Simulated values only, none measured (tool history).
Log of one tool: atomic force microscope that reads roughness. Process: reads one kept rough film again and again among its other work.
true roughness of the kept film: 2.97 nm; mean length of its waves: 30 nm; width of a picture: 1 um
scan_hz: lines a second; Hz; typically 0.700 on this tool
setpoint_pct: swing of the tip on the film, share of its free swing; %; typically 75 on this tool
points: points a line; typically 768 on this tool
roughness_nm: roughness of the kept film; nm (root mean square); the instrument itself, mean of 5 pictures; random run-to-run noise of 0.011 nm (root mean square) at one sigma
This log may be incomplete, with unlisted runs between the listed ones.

run,day,scan_hz,setpoint_pct,points,roughness_nm
1,0.000,0.700,75,768,2.495
2,0.283,0.700,75,768,2.474
3,0.533,0.700,75,768,2.437
4,0.892,0.700,58,768,2.502
5,1.104,0.700,58,768,2.492
6,1.404,0.700,75,768,2.382
7,1.650,0.700,75,768,2.353
8,1.946,0.700,75,768,2.343
9,2.250,0.700,75,768,2.315
10,2.596,2.359,75,768,2.019
11,2.871,2.359,75,768,2.027
12,3.154,2.359,75,768,1.996
13,3.375,2.359,75,768,1.988
14,3.717,2.359,78,768,1.914
15,4.125,2.359,78,768,1.866
# day 4.192: height scale calibrated on a step standard
16,4.438,2.359,78,768,1.864
17,4.812,0.700,75,768,2.114
# day 4.892: new tip fitted
18,5.033,0.700,75,768,2.526
19,5.288,0.700,75,768,2.505
20,5.604,1.419,76,646,2.351
21,5.862,2.569,60,1007,2.398
# day 5.946: height scale calibrated on a step standard, once more
22,6.246,2.229,60,319,2.363
23,6.521,2.219,75,355,2.136
24,6.871,0.700,63,768,2.439
25,7.117,0.700,63,768,2.430
26,7.546,0.801,89,305,2.160
27,7.896,1.331,62,558,2.303
28,8.325,1.331,62,558,2.287
29,8.733,1.180,74,768,2.175
30,9.162,1.180,74,768,2.133
31,9.571,1.180,74,768,2.109
32,9.833,1.054,68,804,2.163
33,10.225,1.054,68,804,2.129
# day 10.458: new tip fitted
34,10.458,1.054,68,327,2.523
35,10.838,1.054,68,327,2.503
36,11.100,1.010,67,327,2.495
37,11.304,0.666,77,473,2.465

Selected run-to-run steps in roughness_nm, each split into two signed amounts: the part the tool would show with no hidden state at all (from settings, incoming material and random variation), and the remainder, which goes to the hidden state together with any gauge scatter not common to the measured and the hidden-state-free results:
Hidden state at play: radius of the tip, nm; height scale over the true one, %; drift of the gauge itself on roughness_nm, %.
Run 16 -> 17: scan_hz 2.359 -> 0.700, setpoint_pct 78 -> 75. roughness_nm +0.250 nm (root mean square): hidden state -0.082, all else +0.332.
Run 17 -> 18: new tip fitted. roughness_nm +0.412 nm (root mean square): hidden state +0.421, all else -0.009.
Run 23 -> 24: scan_hz 2.219 -> 0.700, setpoint_pct 75 -> 63, points 355 -> 768. roughness_nm +0.303 nm (root mean square): hidden state -0.053, all else +0.356.
Run 33 -> 34: points 804 -> 327, new tip fitted. roughness_nm +0.394 nm (root mean square): hidden state +0.433, all else -0.039.
